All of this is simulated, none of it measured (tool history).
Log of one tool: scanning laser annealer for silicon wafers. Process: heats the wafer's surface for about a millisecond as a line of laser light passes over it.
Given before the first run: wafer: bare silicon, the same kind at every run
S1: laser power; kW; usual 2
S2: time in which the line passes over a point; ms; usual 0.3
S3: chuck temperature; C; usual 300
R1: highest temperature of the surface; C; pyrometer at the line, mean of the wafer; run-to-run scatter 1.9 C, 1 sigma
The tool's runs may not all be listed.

| run | hour | S1 | S2 | S3 | R1 |
|---|---|---|---|---|---|
| 1 | 0 | 2 | 0.3 | 300 | 1092 |
| 2 | 62 | 2.056 | 0.3 | 300 | 1112 |
| 3 | 121.3 | 2.056 | 0.3 | 300 | 1110 |
| 4 | 171.4 | 2.056 | 0.3 | 300 | 1113 |
| 5 | 213.7 | 2.056 | 0.3 | 300 | 1108 |
| 6 | 275.5 | 2 | 0.234 | 300 | 973 |
| 7 | 328 | 2 | 0.234 | 300 | 970 |
| 8 | 367.1 | 2 | 0.3 | 300 | 1073 |
| 9 | 435.7 | 2 | 0.3 | 300 | 1071 |
| 10 | 498.8 | 2 | 0.3 | 300 | 1062 |
| 11 | 526.5 | 2 | 0.3 | 269 | 1036 |
|  | 550.3 | window over the wafer cleaned |
| 12 | 581.8 | 2 | 0.3 | 269 | 1064 |
| 13 | 614.3 | 2 | 0.3 | 269 | 1066 |
| 14 | 669 | 2 | 0.213 | 300 | 947 |
| 15 | 707.6 | 2 | 0.3 | 303 | 1092 |
| 16 | 742.5 | 2 | 0.3 | 303 | 1093 |
| 17 | 773.4 | 2 | 0.3 | 283 | 1072 |
| 18 | 806.4 | 2 | 0.3 | 283 | 1070 |
| 19 | 853.6 | 2 | 0.3 | 283 | 1065 |
|  | 896 | optics aligned, line set to its width |
| 20 | 925.1 | 2 | 0.3 | 283 | 1076 |
| 21 | 974.2 | 2 | 0.3 | 283 | 1074 |
| 22 | 1032.3 | 2.094 | 0.3 | 337 | 1169 |

Expected results for the next run?
| 23 | 1060.9 | 1.789 | 0.218 | 300 | ? |

R1: 878 C
Take away the tool's hidden state, keep the run-to-run variation as it was, and the same run would have given R1 905 C.
